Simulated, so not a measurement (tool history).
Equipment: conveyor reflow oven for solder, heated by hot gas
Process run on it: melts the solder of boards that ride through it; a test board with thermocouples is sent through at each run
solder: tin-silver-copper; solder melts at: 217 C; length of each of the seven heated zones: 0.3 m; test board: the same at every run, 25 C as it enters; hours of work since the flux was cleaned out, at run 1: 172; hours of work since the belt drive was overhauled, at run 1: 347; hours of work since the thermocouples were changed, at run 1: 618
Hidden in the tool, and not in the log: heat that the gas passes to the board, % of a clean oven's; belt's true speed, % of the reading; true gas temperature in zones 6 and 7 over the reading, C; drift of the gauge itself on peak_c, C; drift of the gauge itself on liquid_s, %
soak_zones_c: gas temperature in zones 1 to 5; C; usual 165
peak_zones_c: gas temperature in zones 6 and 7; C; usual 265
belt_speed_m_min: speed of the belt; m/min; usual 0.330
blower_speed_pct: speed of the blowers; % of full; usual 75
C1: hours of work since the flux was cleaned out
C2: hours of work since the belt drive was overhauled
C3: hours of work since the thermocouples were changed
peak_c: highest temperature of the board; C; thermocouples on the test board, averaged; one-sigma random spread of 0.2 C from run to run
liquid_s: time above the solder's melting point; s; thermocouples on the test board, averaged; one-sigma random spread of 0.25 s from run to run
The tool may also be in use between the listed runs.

{"run": 1, "hour": 0.0, "soak_zones_c": 165, "peak_zones_c": 265, "belt_speed_m_min": 0.33, "blower_speed_pct": 75, "C1": 172, "C2": 347, "C3": 618, "peak_c": 251.3, "liquid_s": 78.0}
{"run": 2, "hour": 64.7, "soak_zones_c": 165, "peak_zones_c": 265, "belt_speed_m_min": 0.33, "blower_speed_pct": 75, "C1": 205, "C2": 379, "C3": 651, "peak_c": 251.4, "liquid_s": 78.1}
{"run": 3, "hour": 141.6, "soak_zones_c": 165, "peak_zones_c": 265, "belt_speed_m_min": 0.33, "blower_speed_pct": 75, "C1": 244, "C2": 418, "C3": 690, "peak_c": 251.5, "liquid_s": 78.1}
{"run": 4, "hour": 209.0, "soak_zones_c": 165, "peak_zones_c": 272, "belt_speed_m_min": 0.33, "blower_speed_pct": 75, "C1": 278, "C2": 452, "C3": 723, "peak_c": 257.7, "liquid_s": 83.9}
{"hour": 231.7, "done": "flux residue cleaned out of gas plates and filters"}
{"hour": 251.3, "done": "thermocouples of zones 6 and 7 changed"}
{"run": 5, "hour": 279.9, "soak_zones_c": 165, "peak_zones_c": 272, "belt_speed_m_min": 0.33, "blower_speed_pct": 75, "C1": 23, "C2": 484, "C3": 14, "peak_c": 258.1, "liquid_s": 83.8}
{"run": 6, "hour": 338.7, "soak_zones_c": 165, "peak_zones_c": 265, "belt_speed_m_min": 0.33, "blower_speed_pct": 75, "C1": 53, "C2": 514, "C3": 44, "peak_c": 251.2, "liquid_s": 78.1}
{"run": 7, "hour": 405.4, "soak_zones_c": 165, "peak_zones_c": 269, "belt_speed_m_min": 0.33, "blower_speed_pct": 75, "C1": 86, "C2": 547, "C3": 77, "peak_c": 255.0, "liquid_s": 80.9}
{"run": 8, "hour": 442.7, "soak_zones_c": 165, "peak_zones_c": 269, "belt_speed_m_min": 0.33, "blower_speed_pct": 75, "C1": 105, "C2": 566, "C3": 96, "peak_c": 255.5, "liquid_s": 81.8}
{"run": 9, "hour": 501.8, "soak_zones_c": 165, "peak_zones_c": 269, "belt_speed_m_min": 0.33, "blower_speed_pct": 50, "C1": 135, "C2": 596, "C3": 126, "peak_c": 249.3, "liquid_s": 73.1}
{"run": 10, "hour": 571.9, "soak_zones_c": 165, "peak_zones_c": 265, "belt_speed_m_min": 0.268, "blower_speed_pct": 75, "C1": 170, "C2": 631, "C3": 161, "peak_c": 257.1, "liquid_s": 105.4}
{"run": 11, "hour": 631.1, "soak_zones_c": 165, "peak_zones_c": 265, "belt_speed_m_min": 0.268, "blower_speed_pct": 75, "C1": 200, "C2": 661, "C3": 191, "peak_c": 257.0, "liquid_s": 104.7}
{"run": 12, "hour": 671.2, "soak_zones_c": 165, "peak_zones_c": 265, "belt_speed_m_min": 0.268, "blower_speed_pct": 75, "C1": 220, "C2": 681, "C3": 211, "peak_c": 256.9, "liquid_s": 105.1}
{"run": 13, "hour": 735.9, "soak_zones_c": 165, "peak_zones_c": 265, "belt_speed_m_min": 0.268, "blower_speed_pct": 75, "C1": 253, "C2": 713, "C3": 244, "peak_c": 256.4, "liquid_s": 105.0}
{"hour": 807.3, "done": "flux residue cleaned out of gas plates and filters"}
{"run": 14, "hour": 811.3, "soak_zones_c": 165, "peak_zones_c": 268, "belt_speed_m_min": 0.33, "blower_speed_pct": 75, "C1": 2, "C2": 749, "C3": 279, "peak_c": 254.0, "liquid_s": 80.5}
{"run": 15, "hour": 846.3, "soak_zones_c": 165, "peak_zones_c": 268, "belt_speed_m_min": 0.33, "blower_speed_pct": 75, "C1": 20, "C2": 766, "C3": 297, "peak_c": 253.9, "liquid_s": 80.4}
{"run": 16, "hour": 886.2, "soak_zones_c": 165, "peak_zones_c": 268, "belt_speed_m_min": 0.33, "blower_speed_pct": 75, "C1": 40, "C2": 786, "C3": 317, "peak_c": 253.9, "liquid_s": 80.7}
{"run": 17, "hour": 924.9, "soak_zones_c": 173, "peak_zones_c": 265, "belt_speed_m_min": 0.282, "blower_speed_pct": 65, "C1": 59, "C2": 806, "C3": 336, "peak_c": 255.0, "liquid_s": 100.8}
{"run": 18, "hour": 987.1, "soak_zones_c": 176, "peak_zones_c": 259, "belt_speed_m_min": 0.27, "blower_speed_pct": 64, "C1": 90, "C2": 837, "C3": 367, "peak_c": 250.6, "liquid_s": 103.5}
{"run": 19, "hour": 1063.5, "soak_zones_c": 156, "peak_zones_c": 267, "belt_speed_m_min": 0.27, "blower_speed_pct": 88, "C1": 129, "C2": 875, "C3": 406, "peak_c": 259.4, "liquid_s": 103.3}
{"run": 20, "hour": 1124.5, "soak_zones_c": 177, "peak_zones_c": 260, "belt_speed_m_min": 0.342, "blower_speed_pct": 89, "C1": 160, "C2": 906, "C3": 437, "peak_c": 249.8, "liquid_s": 80.0}
{"run": 21, "hour": 1170.9, "soak_zones_c": 177, "peak_zones_c": 260, "belt_speed_m_min": 0.342, "blower_speed_pct": 89, "C1": 183, "C2": 929, "C3": 460, "peak_c": 249.6, "liquid_s": 80.2}
{"run": 22, "hour": 1226.1, "soak_zones_c": 159, "peak_zones_c": 275, "belt_speed_m_min": 0.362, "blower_speed_pct": 75, "C1": 211, "C2": 957, "C3": 488, "peak_c": 256.4, "liquid_s": 71.8}
{"run": 23, "hour": 1297.8, "soak_zones_c": 171, "peak_zones_c": 275, "belt_speed_m_min": 0.396, "blower_speed_pct": 74, "C1": 247, "C2": 993, "C3": 524, "peak_c": 254.8, "liquid_s": 68.2}
{"run": 24, "hour": 1357.8, "soak_zones_c": 171, "peak_zones_c": 275, "belt_speed_m_min": 0.396, "blower_speed_pct": 74, "C1": 277, "C2": 1023, "C3": 554, "peak_c": 255.3, "liquid_s": 67.8}
{"hour": 1382.6, "done": "flux residue cleaned out of gas plates and filters"}
{"hour": 1386.6, "done": "belt drive overhauled, speed set with a stopwatch"}
{"run": 25, "hour": 1416.1, "soak_zones_c": 171, "peak_zones_c": 275, "belt_speed_m_min": 0.396, "blower_speed_pct": 74, "C1": 15, "C2": 15, "C3": 579, "peak_c": 255.1, "liquid_s": 68.4}

Forecast each of these 3 alternatives for the next run:
{"run": "A", "hour": 1465.1, "soak_zones_c": 165, "peak_zones_c": 273, "belt_speed_m_min": 0.264, "blower_speed_pct": 75, "C1": 39, "C2": 39, "C3": 603, "peak_c": "?", "liquid_s": "?"}
{"run": "B", "hour": 1465.1, "soak_zones_c": 171, "peak_zones_c": 259, "belt_speed_m_min": 0.396, "blower_speed_pct": 74, "C1": 39, "C2": 39, "C3": 603, "peak_c": "?", "liquid_s": "?"}
{"run": "C", "hour": 1465.1, "soak_zones_c": 165, "peak_zones_c": 265, "belt_speed_m_min": 0.383, "blower_speed_pct": 75, "C1": 39, "C2": 39, "C3": 603, "peak_c": "?", "liquid_s": "?"}

run=A peak_c=264.7 liquid_s=114.1
run=B peak_c=241.3 liquid_s=54.7
run=C peak_c=246.8 liquid_s=60.9
With no hidden state in the tool, these same runs would have given:
run=A peak_c=264.7 liquid_s=114.2
run=B peak_c=241.3 liquid_s=54.8
run=C peak_c=246.9 liquid_s=60.9
